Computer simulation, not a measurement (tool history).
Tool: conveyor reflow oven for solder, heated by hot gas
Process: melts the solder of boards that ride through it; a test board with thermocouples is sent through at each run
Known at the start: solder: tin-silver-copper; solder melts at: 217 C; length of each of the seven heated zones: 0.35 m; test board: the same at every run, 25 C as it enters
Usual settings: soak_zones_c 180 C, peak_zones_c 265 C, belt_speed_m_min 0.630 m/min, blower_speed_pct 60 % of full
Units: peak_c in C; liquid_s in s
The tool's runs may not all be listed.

Run 1, hour 0.0: usual settings. Result: peak_c 253.5 C, liquid_s 54.2 s.
Run 2, hour 68.0: usual settings. Result: peak_c 253.3 C, liquid_s 54.2 s.
At hour 122.9: flux residue cleaned out of gas plates and filters.
Run 3, hour 133.8: usual settings. Result: peak_c 254.2 C, liquid_s 55.2 s.
Run 4, hour 195.8: usual settings. Result: peak_c 254.4 C, liquid_s 55.2 s.
Run 5, hour 260.9: usual settings. Result: peak_c 254.2 C, liquid_s 55.2 s.
Run 6, hour 329.6: usual settings. Result: peak_c 254.2 C, liquid_s 54.9 s.
Run 7, hour 378.4: usual settings but soak_zones_c 166 C. Result: peak_c 251.9 C, liquid_s 49.6 s.
Run 8, hour 409.0: usual settings but belt_speed_m_min 0.583 m/min. Result: peak_c 255.8 C, liquid_s 60.9 s.
Run 9, hour 452.9: usual settings. Result: peak_c 254.0 C, liquid_s 54.9 s.
Run 10, hour 492.8: usual settings but peak_zones_c 257 C. Result: peak_c 246.6 C, liquid_s 50.7 s.
Run 11, hour 549.5: usual settings but peak_zones_c 257 C. Result: peak_c 246.7 C, liquid_s 50.6 s.
At hour 626.5: flux residue cleaned out of gas plates and filters.
Run 12, hour 627.3: usual settings but peak_zones_c 257 C. Result: peak_c 247.7 C, liquid_s 51.6 s.
Run 13, hour 671.1: usual settings but peak_zones_c 257 C. Result: peak_c 247.2 C, liquid_s 51.6 s.
Run 14, hour 729.6: usual settings but blower_speed_pct 67 % of full. Result: peak_c 255.9 C, liquid_s 56.8 s.
Run 15, hour 767.1: usual settings but soak_zones_c 167 C. Result: peak_c 253.1 C, liquid_s 50.8 s.
Run 16, hour 834.1: usual settings but soak_zones_c 167 C. Result: peak_c 252.8 C, liquid_s 50.6 s.
Run 17, hour 901.9: usual settings but soak_zones_c 191 C, peak_zones_c 274 C, blower_speed_pct 66 % of full. Result: peak_c 265.2 C, liquid_s 64.3 s.
Run 18, hour 952.2: usual settings but soak_zones_c 174 C, peak_zones_c 263 C, belt_speed_m_min 0.742 m/min, blower_speed_pct 68 % of full. Result: peak_c 248.9 C, liquid_s 41.9 s.
Run 19, hour 998.8: usual settings but soak_zones_c 181 C, peak_zones_c 264 C, belt_speed_m_min 0.663 m/min, blower_speed_pct 57 % of full. Result: peak_c 251.5 C, liquid_s 51.3 s.
Run 20, hour 1061.6: usual settings but soak_zones_c 189 C, peak_zones_c 274 C, belt_speed_m_min 0.591 m/min, blower_speed_pct 72 % of full. Result: peak_c 266.7 C, liquid_s 69.2 s.
At hour 1103.8: belt drive overhauled, speed set with a stopwatch.
At hour 1133.4: flux residue cleaned out of gas plates and filters.
Run 21, hour 1137.1: usual settings but soak_zones_c 189 C, peak_zones_c 268 C, belt_speed_m_min 0.621 m/min, blower_speed_pct 55 % of full. Result: peak_c 257.8 C, liquid_s 59.8 s.
Run 22, hour 1179.7: usual settings but soak_zones_c 189 C, peak_zones_c 268 C, belt_speed_m_min 0.621 m/min, blower_speed_pct 55 % of full. Result: peak_c 257.8 C, liquid_s 59.8 s.
Run 23, hour 1228.5: usual settings but belt_speed_m_min 0.677 m/min. Result: peak_c 252.5 C, liquid_s 48.9 s.
Run 24, hour 1299.1: usual settings but belt_speed_m_min 0.591 m/min, blower_speed_pct 63 % of full. Result: peak_c 256.6 C, liquid_s 58.9 s.
Run 25, hour 1345.9: usual settings but belt_speed_m_min 0.586 m/min, blower_speed_pct 63 % of full. Result: peak_c 256.4 C, liquid_s 60.0 s.
Run 26, hour 1418.5: usual settings but peak_zones_c 278 C, belt_speed_m_min 0.578 m/min, blower_speed_pct 70 % of full. Result: peak_c 270.0 C, liquid_s 67.3 s.
Run 27, hour 1470.3: usual settings but peak_zones_c 266 C, belt_speed_m_min 0.683 m/min. Result: peak_c 252.6 C, liquid_s 48.8 s.
At hour 1531.8: thermocouples of zones 6 and 7 changed.
Run 28, hour 1531.8: usual settings but peak_zones_c 266 C, belt_speed_m_min 0.683 m/min. Result: peak_c 252.3 C, liquid_s 48.2 s.
Run 29, hour 1585.7: usual settings but peak_zones_c 266 C, belt_speed_m_min 0.683 m/min. Result: peak_c 252.1 C, liquid_s 48.3 s.
At hour 1637.3: flux residue cleaned out of gas plates and filters.
Run 30, hour 1656.6: usual settings but peak_zones_c 266 C, belt_speed_m_min 0.683 m/min. Result: peak_c 253.2 C, liquid_s 49.2 s.
Run 31, hour 1720.6: usual settings but soak_zones_c 169 C, peak_zones_c 269 C, belt_speed_m_min 0.713 m/min, blower_speed_pct 83 % of full. Result: peak_c 257.7 C, liquid_s 47.2 s.

3 ways to go on from here, each from the tool as it stands after run 31. What would each give?
Run A, hour 1782.0: usual settings but soak_zones_c 169 C, peak_zones_c 264 C, belt_speed_m_min 0.622 m/min, blower_speed_pct 51 % of full. Result: peak_c ?, liquid_s ?.
Run B, hour 1782.0: usual settings but soak_zones_c 187 C. Result: peak_c ?, liquid_s ?.
Run C, hour 1782.0: usual settings but soak_zones_c 169 C, peak_zones_c 269 C, belt_speed_m_min 0.713 m/min, blower_speed_pct 70 % of full. Result: peak_c ?, liquid_s ?.

run  peak_c  liquid_s
  A   250.1      48.6
  B   255.4      57.5
  C   255.1      45.6
Without the tool's hidden state the same runs would have given:
run  peak_c  liquid_s
  A   249.8      47.8
  B   255.1      56.7
  C   254.9      45.0

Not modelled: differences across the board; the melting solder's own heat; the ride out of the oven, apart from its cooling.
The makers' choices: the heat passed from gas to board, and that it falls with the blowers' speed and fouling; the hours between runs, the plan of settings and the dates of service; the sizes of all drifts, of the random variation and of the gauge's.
